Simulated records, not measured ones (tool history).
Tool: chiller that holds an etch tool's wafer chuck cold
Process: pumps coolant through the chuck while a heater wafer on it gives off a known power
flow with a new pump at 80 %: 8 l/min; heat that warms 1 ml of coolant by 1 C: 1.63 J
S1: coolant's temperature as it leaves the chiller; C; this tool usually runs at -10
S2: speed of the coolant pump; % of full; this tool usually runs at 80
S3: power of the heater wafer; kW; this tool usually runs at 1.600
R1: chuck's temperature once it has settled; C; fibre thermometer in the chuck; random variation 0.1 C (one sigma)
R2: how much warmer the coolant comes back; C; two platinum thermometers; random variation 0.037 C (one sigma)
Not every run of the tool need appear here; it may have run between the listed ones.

Run 1, hour 0.0: usual settings. Result: R1 5.1 C, R2 7.38 C.
Run 2, hour 92.8: usual settings. Result: R1 5.1 C, R2 7.26 C.
Run 3, hour 146.8: usual settings but S1 -11 C. Result: R1 4.1 C, R2 7.31 C.
Run 4, hour 206.7: usual settings but S1 -11 C. Result: R1 4.2 C, R2 7.43 C.
Run 5, hour 305.6: usual settings but S2 77 % of full. Result: R1 5.4 C, R2 7.57 C.
Run 6, hour 380.5: usual settings but S2 77 % of full. Result: R1 5.3 C, R2 7.70 C.
Run 7, hour 445.0: usual settings but S2 77 % of full. Result: R1 5.5 C, R2 7.69 C.
Run 8, hour 512.6: usual settings but S2 77 % of full. Result: R1 5.6 C, R2 7.60 C.
Run 9, hour 557.9: usual settings but S2 85 % of full. Result: R1 4.5 C, R2 6.93 C.
Run 10, hour 621.2: usual settings but S2 85 % of full. Result: R1 4.5 C, R2 6.94 C.
Run 11, hour 705.6: usual settings but S2 85 % of full. Result: R1 4.4 C, R2 7.00 C.
Run 12, hour 801.0: usual settings but S2 85 % of full. Result: R1 4.6 C, R2 6.96 C.
Run 13, hour 884.3: usual settings but S2 60 % of full. Result: R1 8.2 C, R2 9.70 C.
Run 14, hour 970.5: usual settings but S3 1.432 kW. Result: R1 3.5 C, R2 6.61 C.
Run 15, hour 1056.2: usual settings but S3 1.432 kW. Result: R1 3.7 C, R2 6.55 C.
Run 16, hour 1111.2: usual settings but S3 1.432 kW. Result: R1 3.6 C, R2 6.60 C.
Run 17, hour 1199.0: usual settings but S1 -1 C, S3 2.020 kW. Result: R1 17.9 C, R2 9.27 C.
Run 18, hour 1280.7: usual settings but S2 74 % of full, S3 1.800 kW. Result: R1 7.8 C, R2 8.92 C.
Run 19, hour 1323.0: usual settings but S1 -12 C, S2 60 % of full, S3 1.476 kW. Result: R1 5.1 C, R2 8.86 C.
Run 20, hour 1415.2: usual settings but S1 -11 C, S2 89 % of full, S3 1.124 kW. Result: R1 -1.0 C, R2 4.67 C.
Run 21, hour 1488.8: usual settings but S1 -9 C. Result: R1 6.0 C, R2 7.38 C.
Run 22, hour 1565.5: usual settings but S1 -9 C. Result: R1 6.0 C, R2 7.33 C.
Run 23, hour 1652.2: usual settings but S1 -9 C. Result: R1 6.2 C, R2 7.45 C.
Run 24, hour 1708.3: usual settings but S1 -8 C, S3 1.389 kW. Result: R1 5.1 C, R2 6.40 C.
Run 25, hour 1783.9: usual settings but S3 2.080 kW. Result: R1 9.7 C, R2 9.60 C.
Run 26, hour 1872.5: usual settings but S1 -4 C, S2 99 % of full, S3 1.798 kW. Result: R1 10.8 C, R2 6.74 C.
Run 27, hour 1940.6: usual settings but S1 -4 C, S2 99 % of full, S3 1.798 kW. Result: R1 10.8 C, R2 6.81 C.
Run 28, hour 1994.3: usual settings but S1 -9 C, S2 65 % of full, S3 1.743 kW. Result: R1 10.0 C, R2 9.74 C.
Run 29, hour 2079.4: usual settings but S1 -9 C, S2 65 % of full, S3 1.743 kW. Result: R1 9.9 C, R2 9.72 C.
Run 30, hour 2164.8: usual settings but S3 1.006 kW. Result: R1 -0.5 C, R2 4.61 C.
Run 31, hour 2249.6: usual settings but S2 85 % of full, S3 1.406 kW. Result: R1 2.9 C, R2 6.10 C.
Run 32, hour 2311.1: usual settings but S1 -6 C, S2 68 % of full, S3 1.225 kW. Result: R1 6.9 C, R2 6.63 C.

The log once held 2 entries between its listed runs, left out of this copy. Where does each go, and what is different about the tool's unlogged condition between the listed run before it and the listed run after it?
Logged between run 4 and run 5: coolant changed, channels flushed (hour 245.7)
  heat passed by the chuck's channels, % of clean ones': 99.8 -> 100
Logged between run 7 and run 8: chiller's thermometer calibrated (hour 488.6)
  no hidden state differs between the two runs
